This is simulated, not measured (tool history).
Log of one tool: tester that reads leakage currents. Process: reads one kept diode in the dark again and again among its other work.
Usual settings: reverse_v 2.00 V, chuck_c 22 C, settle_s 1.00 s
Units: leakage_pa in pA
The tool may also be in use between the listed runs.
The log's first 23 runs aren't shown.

| run | hour | reverse_v | chuck_c | settle_s | leakage_pa |
|---|---|---|---|---|---|
| 24 | 1306.7 | 4.42 | 26 | 6.11 | 103.32 |
| 25 | 1391.7 | 5.67 | 51 | 0.76 | 1040.68 |
| 26 | 1462.2 | 5.67 | 51 | 0.76 | 1045.89 |
| 27 | 1530.1 | 5.67 | 51 | 0.76 | 1045.63 |
| 28 | 1601.6 | 2.33 | 39 | 0.76 | 269.21 |
| 29 | 1646.8 | 2.00 | 35 | 1.70 | 177.70 |
| 30 | 1735.4 | 5.18 | 26 | 0.41 | 110.81 |
| 31 | 1804.1 | 1.05 | 22 | 1.10 | 40.81 |
|  | 1824.1 | chuck's temperature calibrated |
| 32 | 1876.3 | 2.50 | 23 | 0.30 | 70.40 |
| 33 | 1922.0 | 5.98 | 22 | 2.40 | 89.19 |
| 34 | 1978.2 | 5.98 | 45 | 1.22 | 703.30 |
| 35 | 2065.3 | 2.00 | 50 | 2.49 | 718.77 |

Forecast each of these 3 alternatives for the next run:
| A | 2147.8 | 2.00 | 39 | 1.64 | ? |
| B | 2147.8 | 4.65 | 22 | 0.44 | ? |
| C | 2147.8 | 17.55 | 21 | 3.36 | ? |

| run | leakage_pa |
|---|---|
| A | 278.48 |
| B | 81.64 |
| C | 129.37 |
Without the tool's hidden state the same runs would have given:
| run | leakage_pa |
|---|---|
| A | 266.64 |
| B | 73.68 |
| C | 105.96 |
